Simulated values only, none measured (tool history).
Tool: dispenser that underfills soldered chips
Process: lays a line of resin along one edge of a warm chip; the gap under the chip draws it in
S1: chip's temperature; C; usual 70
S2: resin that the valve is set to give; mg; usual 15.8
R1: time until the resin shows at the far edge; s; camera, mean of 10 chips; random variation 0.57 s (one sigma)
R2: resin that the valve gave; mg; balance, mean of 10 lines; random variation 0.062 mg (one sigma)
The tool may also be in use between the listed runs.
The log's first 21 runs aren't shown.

{"hour": 84.7, "done": "new syringe of resin"}
{"run": 22, "hour": 87.9, "S1": 70, "S2": 20.3, "R1": 51.3, "R2": 20.26}
{"run": 23, "hour": 90.7, "S1": 70, "S2": 20.3, "R1": 54.9, "R2": 20.25}
{"hour": 93.7, "done": "new syringe of resin"}
{"run": 24, "hour": 94.4, "S1": 58, "S2": 17.3, "R1": 87.7, "R2": 17.08}
{"run": 25, "hour": 99.6, "S1": 70, "S2": 17.3, "R1": 55.2, "R2": 17.1}
{"hour": 102.5, "done": "new syringe of resin"}
{"run": 26, "hour": 104.8, "S1": 63, "S2": 19.5, "R1": 71.4, "R2": 19.33}
{"run": 27, "hour": 108.0, "S1": 83, "S2": 17.4, "R1": 29.1, "R2": 17.18}
{"hour": 111.3, "done": "new syringe of resin"}
{"run": 28, "hour": 112.2, "S1": 61, "S2": 16.1, "R1": 76.7, "R2": 15.8}
{"run": 29, "hour": 116.0, "S1": 61, "S2": 16.1, "R1": 86.6, "R2": 15.69}
{"run": 30, "hour": 119.0, "S1": 70, "S2": 17.6, "R1": 58.5, "R2": 17.23}
{"hour": 120.2, "done": "new syringe of resin"}
{"run": 31, "hour": 122.5, "S1": 55, "S2": 13.9, "R1": 111.9, "R2": 13.59}
{"run": 32, "hour": 125.2, "S1": 55, "S2": 13.9, "R1": 123.1, "R2": 13.53}
{"run": 33, "hour": 128.0, "S1": 71, "S2": 16.8, "R1": 56.1, "R2": 16.32}
{"hour": 129.0, "done": "new syringe of resin"}
{"run": 34, "hour": 133.6, "S1": 71, "S2": 16.8, "R1": 49.5, "R2": 16.27}
{"run": 35, "hour": 136.1, "S1": 74, "S2": 19.3, "R1": 46.1, "R2": 18.66}
{"hour": 137.9, "done": "new syringe of resin"}
{"run": 36, "hour": 139.7, "S1": 59, "S2": 20, "R1": 85.7, "R2": 19.29}

Forecast each of these 3 alternatives for the next run:
{"run": "A", "hour": 145.0, "S1": 72, "S2": 17.4, "R1": "?", "R2": "?"}
{"run": "B", "hour": 145.0, "S1": 67, "S2": 17.7, "R1": "?", "R2": "?"}
{"run": "C", "hour": 145.0, "S1": 56, "S2": 15.6, "R1": "?", "R2": "?"}

run=A R1=50.7 R2=16.62
run=B R1=67 R2=16.92
run=C R1=122.6 R2=14.92
Without the tool's hidden state the same runs would have given:
run=A R1=42.9 R2=17.34
run=B R1=56.8 R2=17.65
run=C R1=104.1 R2=15.57

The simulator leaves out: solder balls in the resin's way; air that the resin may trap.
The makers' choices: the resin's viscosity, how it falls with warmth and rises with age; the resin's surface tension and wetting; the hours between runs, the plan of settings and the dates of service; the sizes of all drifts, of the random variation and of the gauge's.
